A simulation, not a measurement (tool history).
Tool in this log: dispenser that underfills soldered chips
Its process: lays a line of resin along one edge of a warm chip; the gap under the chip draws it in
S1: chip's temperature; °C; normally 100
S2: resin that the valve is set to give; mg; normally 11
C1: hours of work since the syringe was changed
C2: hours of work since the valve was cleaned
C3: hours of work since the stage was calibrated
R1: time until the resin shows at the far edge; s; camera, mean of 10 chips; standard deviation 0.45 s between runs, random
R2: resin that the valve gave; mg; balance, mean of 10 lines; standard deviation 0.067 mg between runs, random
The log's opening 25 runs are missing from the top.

run   hour   S1    S2  C1  C2   C3    R1     R2
 26  115.9   92    13   5  15  199  47.8  12.95
     119.2  -- new syringe of resin
 27  122.5   92    13   2  20  204  42.9     13
 28    128  108  10.1   6  24  208  32.4   9.95
     129.3  -- new syringe of resin
 29  134.7  110    11   4  29  213  28.6  10.84
       139  -- new syringe of resin
 30    139  102  11.5   0  32  215  30.7  11.29
 31  145.7   90  10.6   5  36  220  53.1  10.42
       149  -- new syringe of resin
 32  152.8   96  13.8   3  41  225  37.3  13.43
       159  -- new syringe of resin
 33  159.9   96  13.8   1  46  230  36.6  13.31
 34  166.8   88  11.3   6  52  235  56.4  10.91
     168.8  -- new syringe of resin
 35    174  106  12.5   4  57  240  30.2  11.92

4 options for the next run, each taken on its own from the tool as it stands now. Forecast them:
  A  177.5   96   9.4   6  59  243   ?   ?
  B  177.5  107   9.4   6  59  243   ?   ?
  C  177.5  106  14.1   6  59  243   ?   ?
  D  177.5   98    11   6  59  243   ?   ?

run    R1     R2
  A  47.6   8.98
  B  35.6    9.1
  C  33.1  13.56
  D  42.6  10.65
With the hidden condition removed and each run's random variation left untouched, the same runs would have given:
run    R1     R2
  A  39.8   9.34
  B  29.7   9.46
  C    28  14.09
  D  35.8  11.07
